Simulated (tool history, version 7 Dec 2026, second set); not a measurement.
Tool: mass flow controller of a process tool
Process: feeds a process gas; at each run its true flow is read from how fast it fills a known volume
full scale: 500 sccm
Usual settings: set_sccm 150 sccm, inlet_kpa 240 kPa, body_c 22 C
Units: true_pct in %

Run 1, day 0.000: usual settings. Result: true_pct 97.60 %.
Run 2, day 6.371: usual settings but set_sccm 322 sccm. Result: true_pct 98.69 %.
Run 3, day 12.567: usual settings. Result: true_pct 97.70 %.
Run 4, day 17.304: usual settings. Result: true_pct 97.64 %.
Run 5, day 20.838: usual settings. Result: true_pct 97.64 %.
Run 6, day 26.042: usual settings. Result: true_pct 97.73 %.
Run 7, day 32.992: usual settings but inlet_kpa 176 kPa. Result: true_pct 97.83 %.
Run 8, day 40.283: usual settings but inlet_kpa 176 kPa. Result: true_pct 97.90 %.
Run 9, day 44.692: usual settings but inlet_kpa 176 kPa. Result: true_pct 97.89 %.
Run 10, day 53.038: usual settings but inlet_kpa 176 kPa. Result: true_pct 97.78 %.
Run 11, day 59.879: usual settings but set_sccm 73 sccm, inlet_kpa 175 kPa, body_c 29 C. Result: true_pct 97.65 %.
Run 12, day 67.971: usual settings but set_sccm 73 sccm, inlet_kpa 175 kPa, body_c 29 C. Result: true_pct 97.60 %.
Run 13, day 75.354: usual settings but set_sccm 72 sccm, inlet_kpa 219 kPa, body_c 32 C. Result: true_pct 97.53 %.
Run 14, day 81.921: usual settings but set_sccm 72 sccm, inlet_kpa 219 kPa, body_c 32 C. Result: true_pct 97.57 %.
Run 15, day 89.496: usual settings but set_sccm 274 sccm, body_c 20 C. Result: true_pct 98.47 %.
Run 16, day 96.929: usual settings but set_sccm 274 sccm, body_c 20 C. Result: true_pct 98.34 %.

The next listed run, before its measurement:
Run 17, day 104.546: usual settings but set_sccm 362 sccm, inlet_kpa 182 kPa, body_c 35 C. Result: true_pct ?.

true_pct: 99.59 %
Without the tool's hidden state the same run would have given true_pct 99.59 %.
